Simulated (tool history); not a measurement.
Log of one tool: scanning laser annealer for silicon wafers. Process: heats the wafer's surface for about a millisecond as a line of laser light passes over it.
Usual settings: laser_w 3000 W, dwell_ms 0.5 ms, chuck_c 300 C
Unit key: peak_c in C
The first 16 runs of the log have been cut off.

run,hour,laser_w,dwell_ms,chuck_c,peak_c
17,181.3,3000,0.5,300,1107
18,198.3,3000,0.5,300,1112
19,210.8,3000,0.5,300,1111
20,221.1,2884,0.5,300,1076
21,233.8,2884,0.5,300,1076
22,248.6,2884,0.5,300,1074
23,264.1,2884,0.5,300,1075
24,272.8,2884,0.5,300,1073
25,283.2,2745,0.435,281,973
26,291.4,2623,0.5,309,1008
27,302.2,2623,0.504,293,992
28,315.1,3277,0.544,333,1257
29,329.9,3277,0.544,333,1259
30,344.9,2676,0.544,333,1073
31,359.7,3000,0.5,325,1133
32,375.6,3000,0.5,325,1132
33,392.2,3000,0.5,325,1134
34,407.7,3000,0.466,274,1058
35,414.7,3000,0.466,274,1059
36,425,3000,0.551,295,1136
37,438.4,2982,0.598,305,1172
38,446,2982,0.598,305,1171
# hour 450.9: window over the wafer cleaned
39,458.6,2672,0.598,305,1072
40,473.4,2672,0.598,305,1073
41,480.8,2902,0.598,263,1105

Each row is a separate what-if for the run after 41, all from the same tool condition, not one after another. Results?
A,489.3,2935,0.568,340,?
B,489.3,2649,0.516,278,?
C,489.3,2902,0.435,263,?
D,489.3,3126,0.5,300,?

run,peak_c
A,1174
B,995
C,997
D,1145
What these runs would have given with no unlogged condition in the tool:
run,peak_c
A,1174
B,995
C,997
D,1145
